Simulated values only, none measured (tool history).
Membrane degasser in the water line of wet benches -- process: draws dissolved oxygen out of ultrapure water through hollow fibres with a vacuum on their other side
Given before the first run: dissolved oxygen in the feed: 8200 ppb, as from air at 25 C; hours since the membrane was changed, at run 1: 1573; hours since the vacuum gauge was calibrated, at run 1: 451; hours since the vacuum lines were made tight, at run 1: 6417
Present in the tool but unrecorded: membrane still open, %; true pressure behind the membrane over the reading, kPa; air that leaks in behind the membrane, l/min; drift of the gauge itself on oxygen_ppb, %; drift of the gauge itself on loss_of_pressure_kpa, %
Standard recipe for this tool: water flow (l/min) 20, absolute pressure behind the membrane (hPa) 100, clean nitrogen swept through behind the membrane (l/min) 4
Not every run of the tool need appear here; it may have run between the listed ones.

run   hour  water flow (l/min)  absolute pressure behind the membrane (hPa)  clean nitrogen swept through behind the membrane (l/min)  hours since the membrane was changed  hours since the vacuum gauge was calibrated  hours since the vacuum lines were made tight  dissolved oxygen in the water behind the degasser (ppb)  pressure that the water loses in the fibres (hPa)
  1      0                  20                                          100                                                         4                                  1573                                          451                                          6417                                                    158.2                                                578
  2   40.1                  20                                          100                                                         4                                  1613                                          491                                          6457                                                    158.1                                              580.4
  3   79.8                  20                                          100                                                         4                                  1653                                          531                                          6497                                                    159.2                                                581
  4  118.3                  20                                          100                                                         4                                  1691                                          569                                          6536                                                    158.5                                              583.7
  5  162.5                  20                                          100                                                         4                                  1735                                          614                                          6580                                                    157.1                                              579.7
  6  192.6                  20                                          100                                                         4                                  1765                                          644                                          6610                                                      157                                              579.5
  7  225.4                  20                                          100                                                         4                                  1798                                          677                                          6643                                                    157.9                                              586.7
  8  252.7                  13                                          100                                                         4                                  1825                                          704                                          6670                                                     81.4                                              375.7
  9  274.1                  20                                          100                                                       8.6                                  1847                                          725                                          6691                                                    113.2                                              586.2
 10  305.1                  20                                          198                                                         4                                  1878                                          756                                          6722                                                    270.1                                              582.1
 11  327.4                  20                                          198                                                         4                                  1900                                          778                                          6745                                                      275                                              577.9
     330.7  -- vacuum gauge calibrated
 12  352.5                  21                                          100                                                         4                                  1925                                           22                                          6769                                                    171.1                                              609.7
 13  386.7                  21                                          100                                                         4                                  1959                                           56                                          6803                                                    170.1                                              618.6
     398.4  -- vacuum gauge calibrated, once more
 14  422.6                  15                                           67                                                      4.32                                  1994                                           24                                          6839                                                     66.8                                              434.9
 15  464.7                  20                                           90                                                         4                                  2036                                           66                                          6881                                                    147.7                                              582.2
 16  497.6                  27                                           84                                                       2.9                                  2069                                           99                                          6914                                                    255.2                                              785.8
 17  533.8                  20                                          100                                                         4                                  2106                                          135                                          6950                                                    155.6                                              581.6
 18  556.8                  20                                          107                                                         4                                  2129                                          158                                          6973                                                    167.3                                              584.1
 19  587.7                  21                                          100                                                      2.31                                  2159                                          189                                          7004                                                    226.5                                              612.5
 20  627.2                  21                                          100                                                      2.31                                  2199                                          229                                          7044                                                    234.1                                              615.1
 21    676                  23                                           62                                                      3.89                                  2248                                          278                                          7092                                                    146.9                                              672.6
 22  701.4                  23                                           62                                                      3.89                                  2273                                          303                                          7118                                                    146.9                                              673.1
 23  742.3                  23                                           70                                                      4.11                                  2314                                          344                                          7159                                                    158.8                                              672.9
 24  770.6                  13                                          122                                                      4.11                                  2342                                          372                                          7187                                                     97.1                                              380.8
 25  819.4                  21                                           77                                                      2.16                                  2391                                          421                                          7236                                                    187.7                                              615.3

Consider 5 possible next runs. They are alternatives, not a sequence: every one starts from the tool as it was left by run 25. What does each give?
  A  848.9                  20                                          169                                                         4                                  2421                                          450                                          7265                                                        ?                                                  ?
  B  848.9                  15                                           77                                                      6.37                                  2421                                          450                                          7265                                                        ?                                                  ?
  C  848.9                  24                                           77                                                      2.16                                  2421                                          450                                          7265                                                        ?                                                  ?
  D  848.9                  13                                          100                                                         4                                  2421                                          450                                          7265                                                        ?                                                  ?
  E  848.9                  21                                          100                                                         4                                  2421                                          450                                          7265                                                        ?                                                  ?

run  dissolved oxygen in the water behind the degasser (ppb)  pressure that the water loses in the fibres (hPa)
  A                                                    245.6                                                588
  B                                                     64.2                                              437.8
  C                                                    229.2                                                701
  D                                                     81.6                                                380
  E                                                    173.6                                                614
Without the tool's unlogged condition, the same runs would have read:
run  dissolved oxygen in the water behind the degasser (ppb)  pressure that the water loses in the fibres (hPa)
  A                                                    233.7                                              574.4
  B                                                     58.8                                              427.5
  C                                                    216.5                                              684.7
  D                                                     76.3                                              371.1
  E                                                    162.9                                              599.7
